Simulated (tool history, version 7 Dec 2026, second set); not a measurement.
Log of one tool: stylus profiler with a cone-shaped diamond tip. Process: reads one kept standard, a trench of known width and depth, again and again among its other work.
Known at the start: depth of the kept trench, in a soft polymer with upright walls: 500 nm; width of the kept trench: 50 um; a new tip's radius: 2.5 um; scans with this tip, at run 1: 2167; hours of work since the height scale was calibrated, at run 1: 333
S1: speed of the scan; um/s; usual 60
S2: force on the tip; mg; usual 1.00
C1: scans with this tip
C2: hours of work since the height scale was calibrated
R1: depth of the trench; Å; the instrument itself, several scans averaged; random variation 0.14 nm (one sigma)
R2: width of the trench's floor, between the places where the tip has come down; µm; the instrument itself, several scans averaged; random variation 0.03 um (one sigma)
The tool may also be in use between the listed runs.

run 1 hour=0.0 | S1=60 S2=1.00 | C1=2167 C2=333 | R1=5026.6 R2=46.46
run 2 hour=16.1 | S1=88 S2=1.00 | C1=2218 C2=341 | R1=5026.0 R2=46.41
run 3 hour=27.1 | S1=88 S2=1.00 | C1=2252 C2=346 | R1=5025.8 R2=46.38
run 4 hour=43.8 | S1=88 S2=1.00 | C1=2304 C2=354 | R1=5025.4 R2=46.37
run 5 hour=56.2 | S1=88 S2=1.00 | C1=2342 C2=360 | R1=5025.2 R2=46.36
run 6 hour=66.2 | S1=16 S2=1.00 | C1=2373 C2=365 | R1=5026.1 R2=46.58
run 7 hour=76.6 | S1=16 S2=1.00 | C1=2406 C2=370 | R1=5025.1 R2=46.54
run 8 hour=87.9 | S1=16 S2=0.61 | C1=2441 C2=375 | R1=5014.0 R2=46.54
run 9 hour=101.8 | S1=22 S2=0.61 | C1=2484 C2=382 | R1=5014.3 R2=46.49
run 10 hour=109.8 | S1=22 S2=0.61 | C1=2509 C2=385 | R1=5015.3 R2=46.54
run 11 hour=118.2 | S1=212 S2=1.00 | C1=2535 C2=389 | R1=5028.1 R2=45.98
run 12 hour=129.7 | S1=212 S2=1.00 | C1=2571 C2=395 | R1=5025.7 R2=46.01
run 13 hour=137.6 | S1=212 S2=1.00 | C1=2595 C2=399 | R1=5026.9 R2=45.97
run 14 hour=152.8 | S1=60 S2=1.00 | C1=2643 C2=406 | R1=5025.7 R2=46.40
run 15 hour=163.0 | S1=60 S2=1.00 | C1=2675 C2=411 | R1=5026.8 R2=46.40
run 16 hour=181.3 | S1=60 S2=1.00 | C1=2732 C2=420 | R1=5025.5 R2=46.31
run 17 hour=195.5 | S1=60 S2=1.00 | C1=2775 C2=426 | R1=5024.1 R2=46.38
run 18 hour=209.5 | S1=60 S2=1.00 | C1=2819 C2=433 | R1=5025.3 R2=46.36
run 19 hour=219.4 | S1=60 S2=0.78 | C1=2850 C2=438 | R1=5017.4 R2=46.43
run 20 hour=236.0 | S1=60 S2=0.78 | C1=2901 C2=446 | R1=5019.7 R2=46.32
run 21 hour=254.0 | S1=60 S2=0.78 | C1=2957 C2=454 | R1=5015.0 R2=46.32
run 22 hour=271.3 | S1=60 S2=0.78 | C1=3012 C2=463 | R1=5016.9 R2=46.28
run 23 hour=286.8 | S1=60 S2=1.20 | C1=3060 C2=470 | R1=5028.6 R2=46.33
run 24 hour=303.4 | S1=60 S2=1.20 | C1=3111 C2=478 | R1=5027.5 R2=46.31
run 25 hour=314.4 | S1=28 S2=1.42 | C1=3145 C2=483 | R1=5035.0 R2=46.41
run 26 hour=329.4 | S1=28 S2=1.42 | C1=3192 C2=490 | R1=5035.1 R2=46.43
run 27 hour=341.2 | S1=60 S2=2.33 | C1=3229 C2=496 | R1=5050.4 R2=46.35
run 28 hour=356.2 | S1=36 S2=0.84 | C1=3275 C2=503 | R1=5018.6 R2=46.34
run 29 hour=367.1 | S1=71 S2=1.26 | C1=3310 C2=508 | R1=5029.9 R2=46.27
run 30 hour=383.4 | S1=101 S2=2.23 | C1=3360 C2=516 | R1=5049.7 R2=46.27
run 31 hour=394.3 | S1=195 S2=0.77 | C1=3394 C2=521 | R1=5017.2 R2=45.82
run 32 hour=403.4 | S1=20 S2=1.43 | C1=3422 C2=526 | R1=5033.9 R2=46.32
run 33 hour=421.0 | S1=20 S2=1.43 | C1=3477 C2=534 | R1=5033.5 R2=46.42
run 34 hour=435.3 | S1=60 S2=2.09 | C1=3522 C2=541 | R1=5044.6 R2=46.30
run 35 hour=452.2 | S1=60 S2=2.09 | C1=3574 C2=549 | R1=5045.7 R2=46.31
run 36 hour=469.4 | S1=60 S2=2.09 | C1=3628 C2=557 | R1=5045.1 R2=46.29
run 37 hour=485.6 | S1=215 S2=2.45 | C1=3678 C2=565 | R1=5053.3 R2=46.00
run 38 hour=499.2 | S1=42 S2=1.42 | C1=3720 C2=571 | R1=5032.5 R2=46.28
run 39 hour=514.9 | S1=116 S2=2.50 | C1=3769 C2=579 | R1=5052.4 R2=46.16
run 40 hour=523.4 | S1=31 S2=0.83 | C1=3796 C2=583 | R1=5014.9 R2=46.26
run 41 hour=535.8 | S1=238 S2=0.90 | C1=3834 C2=589 | R1=5020.0 R2=45.66
run 42 hour=553.8 | S1=214 S2=1.00 | C1=3890 C2=598 | R1=5023.0 R2=45.74
run 43 hour=562.4 | S1=49 S2=2.68 | C1=3917 C2=602 | R1=5055.8 R2=46.29
run 44 hour=574.7 | S1=49 S2=2.68 | C1=3955 C2=608 | R1=5055.1 R2=46.27

The same runs without the tool's hidden state, with the same run-to-run variation:
The hidden state here: radius of the tip, um; height scale over the true one, %; drift of the gauge itself on depth_nm, %; drift of the gauge itself on floor_um, %.
run=1 R1=5036.9 R2=46.82
run=2 R1=5036.5 R2=46.78
run=3 R1=5036.4 R2=46.74
run=4 R1=5036.2 R2=46.75
run=5 R1=5036.1 R2=46.74
run=6 R1=5037.1 R2=46.97
run=7 R1=5036.2 R2=46.94
run=8 R1=5025.2 R2=46.94
run=9 R1=5025.6 R2=46.90
run=10 R1=5026.7 R2=46.95
run=11 R1=5039.7 R2=46.39
run=12 R1=5037.4 R2=46.43
run=13 R1=5038.7 R2=46.39
run=14 R1=5037.6 R2=46.83
run=15 R1=5038.8 R2=46.84
run=16 R1=5037.7 R2=46.76
run=17 R1=5036.5 R2=46.84
run=18 R1=5037.8 R2=46.82
run=19 R1=5030.0 R2=46.90
run=20 R1=5032.5 R2=46.79
run=21 R1=5028.0 R2=46.81
run=22 R1=5030.1 R2=46.78
run=23 R1=5042.0 R2=46.84
run=24 R1=5041.0 R2=46.82
run=25 R1=5048.7 R2=46.93
run=26 R1=5048.9 R2=46.96
run=27 R1=5064.4 R2=46.88
run=28 R1=5032.7 R2=46.88
run=29 R1=5044.2 R2=46.81
run=30 R1=5064.1 R2=46.82
run=31 R1=5031.7 R2=46.37
run=32 R1=5048.5 R2=46.88
run=33 R1=5048.3 R2=46.99
run=34 R1=5059.6 R2=46.88
run=35 R1=5060.9 R2=46.89
run=36 R1=5060.4 R2=46.88
run=37 R1=5068.9 R2=46.60
run=38 R1=5048.1 R2=46.89
run=39 R1=5068.3 R2=46.77
run=40 R1=5030.7 R2=46.88
run=41 R1=5036.0 R2=46.29
run=42 R1=5039.2 R2=46.37
run=43 R1=5072.2 R2=46.93
run=44 R1=5071.7 R2=46.92
